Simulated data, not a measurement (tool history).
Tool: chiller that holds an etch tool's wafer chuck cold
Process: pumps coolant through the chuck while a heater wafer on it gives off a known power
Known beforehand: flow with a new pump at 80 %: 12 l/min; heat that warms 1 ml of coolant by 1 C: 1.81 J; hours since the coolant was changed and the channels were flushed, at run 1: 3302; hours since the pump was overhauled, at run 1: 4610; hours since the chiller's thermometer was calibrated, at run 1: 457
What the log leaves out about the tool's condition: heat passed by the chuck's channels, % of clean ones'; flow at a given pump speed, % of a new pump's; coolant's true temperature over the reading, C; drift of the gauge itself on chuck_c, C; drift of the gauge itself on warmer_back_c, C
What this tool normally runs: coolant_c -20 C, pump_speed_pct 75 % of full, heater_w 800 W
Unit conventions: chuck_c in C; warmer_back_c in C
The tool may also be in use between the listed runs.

run,hour,coolant_c,pump_speed_pct,heater_w,hours since the coolant was changed and the channels were flushed,hours since the pump was overhauled,hours since the chiller's thermometer was calibrated,chuck_c,warmer_back_c
1,0,-20,75,800,3302,4610,457,-10.8,2.58
2,65.9,-20,75,800,3368,4676,523,-10.8,2.59
3,202.6,-20,75,800,3505,4813,660,-10.6,2.57
4,344.7,-20,75,800,3647,4955,802,-10.7,2.63
5,414.7,-17,75,800,3717,5025,872,-7.6,2.6
6,533.1,-20,75,800,3835,5143,990,-10.8,2.59
7,616,-20,75,800,3918,5226,1073,-10.6,2.58
8,712.3,-20,75,800,4014,5322,1169,-10.8,2.61
9,820.4,-13,75,800,4122,5430,1277,-3.6,2.59
10,941,-13,75,800,4243,5551,1398,-3.5,2.65
11,1074.9,-13,75,800,4377,5685,1532,-3.5,2.61
12,1147.3,-20,75,800,4449,5757,1604,-10.5,2.66
13,1207.5,-20,76,800,4509,5817,1664,-10.4,2.6
14,1316.9,-12,75,603,4619,5927,1774,-4.9,1.95
15,1405.3,-11,93,829,4707,6015,1862,-2.5,2.2
16,1547.2,-11,93,829,4849,6157,2004,-2.4,2.17
17,1646.9,-20,97,800,4949,6257,2104,-12,1.98
18,1756.2,-20,97,683,5058,6366,2213,-13.1,1.74
19,1877.9,-19,97,544,5180,6488,2335,-13.4,1.39
20,2000,-10,78,802,5302,6610,2457,-0.6,2.59
# hour 2098: chiller's thermometer calibrated
21,2098,-20,75,454,5399,6707,0,-14.5,1.47
22,2223.4,-18,83,492,5524,6832,125,-12.5,1.45
23,2326.4,-18,83,492,5627,6935,228,-12.7,1.5
24,2389.8,-20,60,683,5691,6999,292,-10.2,2.88
25,2516,-20,60,683,5817,7125,418,-10.2,2.96

What would each run have given without the hidden state, its run-to-run variation left as it was?
run,chuck_c,warmer_back_c
1,-11.6,2.38
2,-11.6,2.39
3,-11.5,2.36
4,-11.6,2.41
5,-8.6,2.38
6,-11.7,2.37
7,-11.6,2.35
8,-11.8,2.38
9,-4.7,2.34
10,-4.6,2.4
11,-4.7,2.36
12,-11.7,2.4
13,-11.6,2.34
14,-5.8,1.75
15,-3.6,1.97
16,-3.5,1.94
17,-13.1,1.76
18,-14.1,1.55
19,-14.3,1.23
20,-2,2.29
21,-15.2,1.29
22,-13.3,1.27
23,-13.4,1.31
24,-11.6,2.51
25,-11.6,2.59

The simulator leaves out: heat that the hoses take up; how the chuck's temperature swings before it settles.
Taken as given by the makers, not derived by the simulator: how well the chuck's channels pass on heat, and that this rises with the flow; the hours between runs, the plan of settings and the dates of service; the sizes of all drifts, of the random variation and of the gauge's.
